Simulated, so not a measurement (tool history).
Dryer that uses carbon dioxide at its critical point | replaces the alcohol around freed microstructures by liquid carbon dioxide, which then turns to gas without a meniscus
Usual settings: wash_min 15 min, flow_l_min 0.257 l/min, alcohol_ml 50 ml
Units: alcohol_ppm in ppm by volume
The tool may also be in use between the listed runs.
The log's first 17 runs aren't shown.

run,hour,wash_min,flow_l_min,alcohol_ml,alcohol_ppm
18,153.1,15,0.191,72,617
19,165.6,23,0.255,50,32
20,178.1,15,0.434,50,33
21,189.2,15,0.434,50,29
22,196.7,11,0.434,50,67
23,207,10,0.257,50,800
24,219.8,10,0.257,50,770
25,225.5,10,0.257,50,800
26,231.2,13,0.257,50,211
27,241.7,16,0.257,50,83
28,254.1,16,0.257,50,80

The next listed run, before its measurement:
29,260.1,16,0.257,50,?

{"run 29": {"alcohol_ppm": 83}}
Without the tool's hidden state the same run would have given alcohol_ppm 31 ppm by volume.
